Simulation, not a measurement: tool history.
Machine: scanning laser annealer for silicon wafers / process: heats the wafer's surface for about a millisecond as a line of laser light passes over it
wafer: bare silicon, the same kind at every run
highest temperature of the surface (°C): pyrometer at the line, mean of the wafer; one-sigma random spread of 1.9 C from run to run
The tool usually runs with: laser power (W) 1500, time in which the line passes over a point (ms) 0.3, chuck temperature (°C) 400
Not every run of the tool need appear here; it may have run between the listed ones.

| run | hour | laser power (W) | time in which the line passes over a point (ms) | chuck temperature (°C) | highest temperature of the surface (°C) |
|---|---|---|---|---|---|
| 1 | 0 | 1500 | 0.3 | 400 | 1180 |
| 2 | 23.1 | 1500 | 0.24 | 400 | 1104 |
| 3 | 44.4 | 1500 | 0.24 | 400 | 1098 |
| 4 | 89.1 | 1500 | 0.3 | 403 | 1185 |
| 5 | 126.6 | 1500 | 0.3 | 365 | 1150 |
| 6 | 160.3 | 1500 | 0.3 | 365 | 1147 |
| 7 | 197.7 | 1500 | 0.3 | 365 | 1149 |
| 8 | 231.5 | 1500 | 0.3 | 365 | 1147 |
| 9 | 263.5 | 1500 | 0.247 | 400 | 1109 |
| 10 | 309 | 1500 | 0.247 | 400 | 1111 |
| 11 | 337.1 | 1500 | 0.247 | 400 | 1113 |
| 12 | 379.9 | 1500 | 0.3 | 400 | 1181 |
| 13 | 405.9 | 1412 | 0.3 | 400 | 1129 |
| 14 | 451.2 | 1412 | 0.3 | 400 | 1131 |
| 15 | 477.3 | 1413 | 0.3 | 424 | 1155 |
| 16 | 512.6 | 1500 | 0.332 | 400 | 1223 |
| 17 | 535.9 | 1500 | 0.332 | 400 | 1221 |
| 18 | 583.6 | 1500 | 0.309 | 433 | 1224 |
|  | 597.5 | window over the wafer cleaned |
| 19 | 621.3 | 1568 | 0.257 | 364 | 1125 |
| 20 | 657.6 | 1568 | 0.257 | 364 | 1125 |
| 21 | 678.2 | 1428 | 0.257 | 391 | 1080 |
| 22 | 710.2 | 1650 | 0.3 | 400 | 1266 |
| 23 | 744.6 | 1527 | 0.26 | 432 | 1176 |
| 24 | 789.9 | 1326 | 0.366 | 415 | 1168 |
| 25 | 811.2 | 1539 | 0.242 | 415 | 1140 |
| 26 | 844.6 | 1539 | 0.242 | 415 | 1138 |
| 27 | 886.4 | 1519 | 0.242 | 415 | 1127 |
| 28 | 929.8 | 1481 | 0.255 | 379 | 1088 |

Below are 4 alternative next runs, each starting from the tool's condition after run 28. Predict each:
| A | 972 | 1340 | 0.255 | 379 | ? |
| B | 972 | 1481 | 0.315 | 379 | ? |
| C | 972 | 1336 | 0.244 | 379 | ? |
| D | 972 | 1341 | 0.245 | 397 | ? |

| run | highest temperature of the surface (°C) |
|---|---|
| A | 1016 |
| B | 1169 |
| C | 1001 |
| D | 1022 |
Take away the tool's hidden state, keep each run's random variation, and the runs would have read:
| run | highest temperature of the surface (°C) |
|---|---|
| A | 1017 |
| B | 1170 |
| C | 1002 |
| D | 1024 |
